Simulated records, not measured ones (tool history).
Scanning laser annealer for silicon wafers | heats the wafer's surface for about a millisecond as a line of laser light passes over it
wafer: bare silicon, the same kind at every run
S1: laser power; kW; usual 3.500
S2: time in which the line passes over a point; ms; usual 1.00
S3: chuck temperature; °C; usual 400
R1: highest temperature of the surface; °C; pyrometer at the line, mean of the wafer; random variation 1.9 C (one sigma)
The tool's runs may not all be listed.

run   hour     S1    S2   S3    R1
  1    0.0  3.500  1.00  400  1148
  2    8.9  3.500  1.00  400  1146
  3   21.9  3.500  1.00  400  1150
  4   35.2  3.500  1.00  400  1149
  5   50.9  3.500  1.00  400  1151
  6   68.2  3.500  1.00  400  1143
  7   79.6  3.500  1.00  400  1146
  8   98.5  3.500  1.00  378  1122
  9  111.0  3.500  1.00  378  1123
 10  121.0  3.500  1.00  400  1142
 11  129.7  3.500  1.00  400  1142
     138.3  -- window over the wafer cleaned
 12  146.6  3.500  1.00  400  1169
 13  164.3  3.500  1.00  400  1169
 14  185.3  3.500  1.00  400  1167
 15  205.5  3.500  1.00  400  1168
 16  225.3  3.500  0.83  400  1105
 17  240.4  3.135  0.95  366  1026
 18  260.6  3.275  0.78  382  1018
 19  280.3  3.280  0.76  368   997
 20  296.8  3.280  0.76  368   994
 21  312.2  3.500  1.00  370  1133
 22  330.4  3.155  1.00  374  1048
 23  341.6  3.841  1.00  413  1263
 24  350.3  3.729  1.11  400  1259
 25  369.9  3.781  1.07  387  1246
 26  385.0  3.781  1.07  387  1244

5 ways to go on from here, each from the tool as it stands after run 26. What would each give?
  A  397.0  3.030  1.07  365   ?
  B  397.0  3.500  1.01  400   ?
  C  397.0  3.500  0.87  426   ?
  D  397.0  3.425  1.07  387   ?
  E  397.0  3.294  0.99  439   ?

run    R1
  A  1026
  B  1162
  C  1141
  D  1150
  E  1143
Without the tool's hidden state the same runs would have given:
run    R1
  A  1044
  B  1183
  C  1160
  D  1171
  E  1162
